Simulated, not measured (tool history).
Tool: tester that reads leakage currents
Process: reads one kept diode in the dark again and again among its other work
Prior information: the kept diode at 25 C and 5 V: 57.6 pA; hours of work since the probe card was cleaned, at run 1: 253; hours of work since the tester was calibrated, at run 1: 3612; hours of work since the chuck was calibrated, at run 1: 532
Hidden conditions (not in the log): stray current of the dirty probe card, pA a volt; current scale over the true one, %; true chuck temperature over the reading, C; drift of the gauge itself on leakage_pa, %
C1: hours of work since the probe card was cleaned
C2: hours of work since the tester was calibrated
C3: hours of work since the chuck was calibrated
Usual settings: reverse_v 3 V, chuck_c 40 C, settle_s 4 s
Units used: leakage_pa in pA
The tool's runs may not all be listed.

Run 1, hour 0: usual settings; C1 253; C2 3612; C3 532. Result: leakage_pa 137.84 pA.
Run 2, hour 203.8: usual settings; C1 412; C2 3772; C3 691. Result: leakage_pa 137.45 pA.
Run 3, hour 290.2: usual settings but chuck_c 22 C; C1 480; C2 3839; C3 758. Result: leakage_pa 37.7 pA.
Run 4, hour 416.5: usual settings but chuck_c 22 C; C1 578; C2 3938; C3 857. Result: leakage_pa 38.09 pA.
Run 5, hour 525: usual settings but chuck_c 22 C; C1 663; C2 4022; C3 942. Result: leakage_pa 37.92 pA.
Run 6, hour 676.3: usual settings but chuck_c 22 C; C1 781; C2 4141; C3 1060. Result: leakage_pa 37.87 pA.
Run 7, hour 881.6: usual settings; C1 942; C2 4301; C3 1220. Result: leakage_pa 136.39 pA.
Run 8, hour 1046.6: usual settings; C1 1070; C2 4430; C3 1349. Result: leakage_pa 135.51 pA.
Run 9, hour 1191.2: usual settings; C1 1183; C2 4543; C3 1462. Result: leakage_pa 135.45 pA.
Run 10, hour 1321.6: usual settings; C1 1285; C2 4644; C3 1564. Result: leakage_pa 134.55 pA.
Run 11, hour 1465.3: usual settings but reverse_v 6.56 V, chuck_c 26 C, settle_s 2.04 s; C1 1397; C2 4757; C3 1676. Result: leakage_pa 73.27 pA.
Run 12, hour 1596.4: usual settings but reverse_v 11.13 V, chuck_c 29 C, settle_s 0.44 s; C1 1500; C2 4859; C3 1778. Result: leakage_pa 119.01 pA.
Run 13, hour 1796.4: usual settings but reverse_v 11.28 V; C1 1656; C2 5015; C3 1934. Result: leakage_pa 232.95 pA.
Run 14, hour 1915.1: usual settings but reverse_v 11.28 V, settle_s 7.49 s; C1 1749; C2 5108; C3 2027. Result: leakage_pa 231.77 pA.
Run 15, hour 2101.1: usual settings but reverse_v 1.42 V, settle_s 0.75 s; C1 1894; C2 5253; C3 2172. Result: leakage_pa 98.33 pA.
At hour 2121.9: chuck's temperature calibrated.
Run 16, hour 2212.3: usual settings but reverse_v 9.44 V, chuck_c 29 C, settle_s 0.36 s; C1 1979; C2 5338; C3 71. Result: leakage_pa 122 pA.
Run 17, hour 2391.6: usual settings but reverse_v 9.44 V, chuck_c 29 C, settle_s 0.36 s; C1 2119; C2 5478; C3 211. Result: leakage_pa 122.46 pA.
Run 18, hour 2605.6: usual settings but reverse_v 9.44 V, chuck_c 29 C, settle_s 0.32 s; C1 2286; C2 5645; C3 378. Result: leakage_pa 123.9 pA.
Run 19, hour 2697.2: usual settings but reverse_v 9.44 V, chuck_c 29 C, settle_s 0.32 s; C1 2358; C2 5717; C3 449. Result: leakage_pa 124.42 pA.
Run 20, hour 2870.8: usual settings but reverse_v 8.27 V, chuck_c 59 C, settle_s 5.37 s; C1 2493; C2 5852; C3 585. Result: leakage_pa 713.22 pA.

Same runs, no hidden state in the tool, same run-to-run variation:
run  leakage_pa
  1      140.42
  2      140.57
  3       37.69
  4       37.98
  5       37.72
  6       37.57
  7      141.27
  8       140.7
  9      140.97
 10      140.31
 11       69.89
 12      111.65
 13      234.38
 14         233
 15      105.36
 16      105.41
 17      105.32
 18      106.16
 19      106.33
 20      714.62
